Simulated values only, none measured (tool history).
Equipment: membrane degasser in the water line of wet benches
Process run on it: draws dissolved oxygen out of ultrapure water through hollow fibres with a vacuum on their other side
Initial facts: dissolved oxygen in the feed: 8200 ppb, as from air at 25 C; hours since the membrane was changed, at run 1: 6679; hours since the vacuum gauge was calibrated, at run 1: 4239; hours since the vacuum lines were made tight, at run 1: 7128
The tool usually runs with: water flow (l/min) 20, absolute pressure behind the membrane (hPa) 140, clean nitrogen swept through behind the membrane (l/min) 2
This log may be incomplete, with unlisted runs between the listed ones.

| run | hour | water flow (l/min) | absolute pressure behind the membrane (hPa) | clean nitrogen swept through behind the membrane (l/min) | hours since the membrane was changed | hours since the vacuum gauge was calibrated | hours since the vacuum lines were made tight | dissolved oxygen in the water behind the degasser (ppb) | pressure that the water loses in the fibres (hPa) |
|---|---|---|---|---|---|---|---|---|---|
| 1 | 0 | 20 | 140 | 2 | 6679 | 4239 | 7128 | 262.5 | 261.1 |
| 2 | 76.3 | 20 | 140 | 2 | 6755 | 4315 | 7204 | 263 | 266.2 |
| 3 | 183.3 | 20 | 156 | 2 | 6862 | 4422 | 7311 | 297.5 | 259.3 |
| 4 | 334.8 | 20 | 140 | 2 | 7014 | 4574 | 7462 | 263.4 | 260.6 |
| 5 | 468.9 | 20 | 140 | 2 | 7148 | 4708 | 7596 | 262.9 | 264.2 |
| 6 | 598.5 | 20 | 140 | 2 | 7278 | 4838 | 7726 | 264.1 | 261.8 |
| 7 | 711.3 | 20 | 140 | 2 | 7390 | 4950 | 7839 | 263.8 | 260.8 |
| 8 | 797.7 | 15 | 140 | 2 | 7477 | 5037 | 7925 | 201.4 | 198.4 |
| 9 | 947.1 | 26 | 140 | 2 | 7626 | 5186 | 8075 | 340.1 | 340.6 |
| 10 | 1042.9 | 26 | 140 | 2 | 7722 | 5282 | 8170 | 341.1 | 342.4 |
| 11 | 1123.5 | 30 | 140 | 2 | 7803 | 5363 | 8251 | 391.9 | 399 |
| 12 | 1198.2 | 25 | 140 | 2 | 7877 | 5437 | 8326 | 327.6 | 331.2 |
| 13 | 1313 | 20 | 140 | 2 | 7992 | 5552 | 8441 | 264.7 | 265.2 |
| 14 | 1475.5 | 20 | 140 | 1.51 | 8155 | 5714 | 8603 | 339.4 | 264.5 |
| 15 | 1626.8 | 20 | 251 | 1.51 | 8306 | 5866 | 8754 | 649.3 | 262.9 |
| 16 | 1716.5 | 20 | 251 | 1.51 | 8396 | 5955 | 8844 | 651.1 | 265.9 |
|  | 1733 | seals of the vacuum lines changed |
| 17 | 1813.6 | 20 | 251 | 1.51 | 8491 | 6051 | 81 | 643.2 | 264.8 |
| 18 | 1904.8 | 15 | 334 | 1.51 | 8582 | 6142 | 172 | 668.3 | 198.3 |
| 19 | 2000.5 | 15 | 334 | 1.51 | 8678 | 6237 | 267 | 668.7 | 196.6 |
| 20 | 2099.7 | 15 | 334 | 1.51 | 8777 | 6337 | 367 | 671.7 | 199.6 |
| 21 | 2233.9 | 23 | 250 | 3.47 | 8911 | 6471 | 501 | 351.7 | 307.6 |
| 22 | 2300.9 | 23 | 250 | 3.47 | 8978 | 6538 | 568 | 349.3 | 307.1 |
| 23 | 2392.1 | 17 | 90 | 2 | 9069 | 6629 | 659 | 127.5 | 225.1 |
| 24 | 2550.6 | 17 | 90 | 2 | 9228 | 6788 | 818 | 127.4 | 225.1 |
|  | 2635 | vacuum gauge calibrated |
| 25 | 2684.7 | 20 | 154 | 2 | 9361 | 50 | 951 | 285.8 | 270.2 |
| 26 | 2845.6 | 20 | 154 | 2 | 9522 | 211 | 1112 | 286.8 | 265.8 |
| 27 | 2958.5 | 27 | 113 | 5.16 | 9635 | 323 | 1225 | 120.3 | 362.9 |
| 28 | 3040.3 | 20 | 342 | 1.18 | 9717 | 405 | 1307 | 1067.6 | 266.7 |
| 29 | 3155.3 | 21 | 140 | 3.56 | 9832 | 520 | 1422 | 159.5 | 281 |
| 30 | 3316.6 | 24 | 230 | 3.18 | 9993 | 682 | 1583 | 357.7 | 319.1 |

Here are 5 independent what-if runs from the current tool condition. What would each one return?
| A | 3429.4 | 22 | 286 | 3.18 | 10106 | 794 | 1696 | ? | ? |
| B | 3429.4 | 25 | 106 | 0.8 | 10106 | 794 | 1696 | ? | ? |
| C | 3429.4 | 29 | 105 | 5.41 | 10106 | 794 | 1696 | ? | ? |
| D | 3429.4 | 24 | 230 | 0.84 | 10106 | 794 | 1696 | ? | ? |
| E | 3429.4 | 17 | 230 | 5.16 | 10106 | 794 | 1696 | ? | ? |

| run | dissolved oxygen in the water behind the degasser (ppb) | pressure that the water loses in the fibres (hPa) |
|---|---|---|
| A | 415.6 | 291.2 |
| B | 477.5 | 336.5 |
| C | 118.2 | 386.4 |
| D | 1085.4 | 322.9 |
| E | 162.5 | 227.5 |
Had the tool no hidden state, the same runs would have come out as:
| run | dissolved oxygen in the water behind the degasser (ppb) | pressure that the water loses in the fibres (hPa) |
|---|---|---|
| A | 410.2 | 272.6 |
| B | 471.4 | 315.1 |
| C | 110.1 | 361.5 |
| D | 1079.1 | 302.5 |
| E | 159.8 | 213 |

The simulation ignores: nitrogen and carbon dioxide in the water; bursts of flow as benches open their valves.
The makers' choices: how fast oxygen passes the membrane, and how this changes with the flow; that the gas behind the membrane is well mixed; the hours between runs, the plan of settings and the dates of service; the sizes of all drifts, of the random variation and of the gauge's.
